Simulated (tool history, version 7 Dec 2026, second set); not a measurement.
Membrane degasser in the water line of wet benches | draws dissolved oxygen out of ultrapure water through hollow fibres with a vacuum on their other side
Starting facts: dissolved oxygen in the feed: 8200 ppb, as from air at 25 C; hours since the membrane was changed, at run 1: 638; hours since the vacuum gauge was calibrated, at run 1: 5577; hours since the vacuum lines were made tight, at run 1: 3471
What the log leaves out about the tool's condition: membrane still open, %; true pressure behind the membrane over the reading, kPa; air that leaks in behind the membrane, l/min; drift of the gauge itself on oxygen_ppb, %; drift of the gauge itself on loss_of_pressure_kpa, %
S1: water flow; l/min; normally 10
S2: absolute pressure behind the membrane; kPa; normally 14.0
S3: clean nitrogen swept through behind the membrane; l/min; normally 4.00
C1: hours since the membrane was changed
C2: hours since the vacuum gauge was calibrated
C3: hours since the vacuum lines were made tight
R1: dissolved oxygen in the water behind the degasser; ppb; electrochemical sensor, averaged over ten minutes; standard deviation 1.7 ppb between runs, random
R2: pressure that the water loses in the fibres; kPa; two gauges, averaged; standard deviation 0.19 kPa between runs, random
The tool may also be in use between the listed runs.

| run | hour | S1 | S2 | S3 | C1 | C2 | C3 | R1 | R2 |
|---|---|---|---|---|---|---|---|---|---|
| 1 | 0.0 | 10 | 14.0 | 4.00 | 638 | 5577 | 3471 | 172.7 | 36.77 |
| 2 | 112.7 | 10 | 14.0 | 4.00 | 750 | 5689 | 3584 | 172.0 | 36.47 |
| 3 | 208.7 | 10 | 14.0 | 4.00 | 846 | 5785 | 3680 | 170.7 | 36.55 |
| 4 | 335.2 | 10 | 14.0 | 4.00 | 973 | 5912 | 3806 | 170.8 | 36.48 |
| 5 | 502.3 | 10 | 14.0 | 4.00 | 1140 | 6079 | 3974 | 170.0 | 36.36 |
| 6 | 609.9 | 10 | 14.0 | 4.00 | 1248 | 6187 | 4081 | 167.9 | 36.51 |
| 7 | 698.6 | 10 | 14.0 | 4.00 | 1336 | 6275 | 4170 | 171.4 | 36.46 |
| 8 | 815.5 | 16 | 14.0 | 4.00 | 1453 | 6392 | 4287 | 375.4 | 58.11 |
| 9 | 945.7 | 6 | 14.0 | 4.00 | 1583 | 6522 | 4417 | 66.0 | 21.97 |
|  | 1020.0 | vacuum gauge calibrated |
| 10 | 1104.1 | 6 | 30.7 | 4.00 | 1741 | 84 | 4575 | 128.2 | 21.70 |
| 11 | 1213.2 | 10 | 14.0 | 3.74 | 1850 | 193 | 4684 | 171.6 | 36.47 |
| 12 | 1394.8 | 10 | 14.0 | 3.74 | 2032 | 375 | 4866 | 174.7 | 36.15 |
| 13 | 1507.5 | 10 | 14.0 | 3.74 | 2145 | 487 | 4978 | 177.7 | 36.22 |
| 14 | 1618.6 | 10 | 14.0 | 4.00 | 2256 | 599 | 5089 | 169.5 | 36.37 |
| 15 | 1807.6 | 8 | 14.0 | 4.00 | 2445 | 788 | 5278 | 114.1 | 29.15 |
| 16 | 1982.4 | 8 | 14.0 | 5.51 | 2620 | 962 | 5453 | 98.4 | 28.57 |
| 17 | 2061.6 | 12 | 19.4 | 10.22 | 2699 | 1042 | 5532 | 203.0 | 43.22 |
| 18 | 2145.9 | 10 | 11.6 | 4.26 | 2783 | 1126 | 5617 | 153.6 | 36.01 |
| 19 | 2258.0 | 6 | 9.7 | 4.26 | 2895 | 1238 | 5729 | 50.4 | 21.54 |
| 20 | 2380.7 | 6 | 9.7 | 4.26 | 3018 | 1361 | 5851 | 49.4 | 21.77 |
| 21 | 2567.1 | 10 | 14.0 | 6.60 | 3204 | 1547 | 6038 | 143.5 | 35.76 |
| 22 | 2699.4 | 10 | 14.0 | 6.60 | 3337 | 1679 | 6170 | 144.2 | 35.72 |
| 23 | 2822.2 | 9 | 14.0 | 2.72 | 3459 | 1802 | 6293 | 170.1 | 32.29 |
| 24 | 2922.2 | 9 | 14.0 | 2.72 | 3559 | 1902 | 6393 | 163.0 | 32.34 |
| 25 | 3063.0 | 9 | 20.7 | 2.72 | 3700 | 2043 | 6534 | 219.9 | 32.28 |
| 26 | 3222.9 | 9 | 20.7 | 2.72 | 3860 | 2203 | 6694 | 222.4 | 32.25 |
| 27 | 3384.0 | 9 | 20.7 | 2.72 | 4021 | 2364 | 6855 | 217.4 | 32.10 |
| 28 | 3495.3 | 10 | 12.8 | 4.00 | 4133 | 2475 | 6966 | 164.0 | 35.74 |
| 29 | 3599.5 | 13 | 11.2 | 4.00 | 4237 | 2580 | 7070 | 248.5 | 46.22 |
|  | 3670.9 | gauge calibrated |
| 30 | 3735.6 | 13 | 11.2 | 5.24 | 4373 | 2716 | 7206 | 230.6 | 47.52 |
| 31 | 3832.8 | 8 | 14.0 | 7.36 | 4470 | 2813 | 7304 | 88.3 | 29.19 |
| 32 | 3946.5 | 13 | 15.9 | 3.07 | 4584 | 2926 | 7417 | 308.7 | 47.73 |

4 options for the next run, each taken on its own from the tool as it stands now. Forecast them:
| A | 4059.6 | 7 | 26.1 | 5.18 | 4697 | 3040 | 7530 | ? | ? |
| B | 4059.6 | 13 | 15.9 | 4.98 | 4697 | 3040 | 7530 | ? | ? |
| C | 4059.6 | 13 | 15.9 | 8.70 | 4697 | 3040 | 7530 | ? | ? |
| D | 4059.6 | 9 | 17.3 | 4.00 | 4697 | 3040 | 7530 | ? | ? |

| run | R1 | R2 |
|---|---|---|
| A | 116.5 | 25.54 |
| B | 265.5 | 47.70 |
| C | 234.5 | 47.73 |
| D | 156.4 | 33.16 |
With the hidden condition removed and each run's random variation left untouched, the same runs would have given:
| run | R1 | R2 |
|---|---|---|
| A | 116.4 | 25.61 |
| B | 265.3 | 47.84 |
| C | 234.4 | 47.87 |
| D | 156.3 | 33.26 |

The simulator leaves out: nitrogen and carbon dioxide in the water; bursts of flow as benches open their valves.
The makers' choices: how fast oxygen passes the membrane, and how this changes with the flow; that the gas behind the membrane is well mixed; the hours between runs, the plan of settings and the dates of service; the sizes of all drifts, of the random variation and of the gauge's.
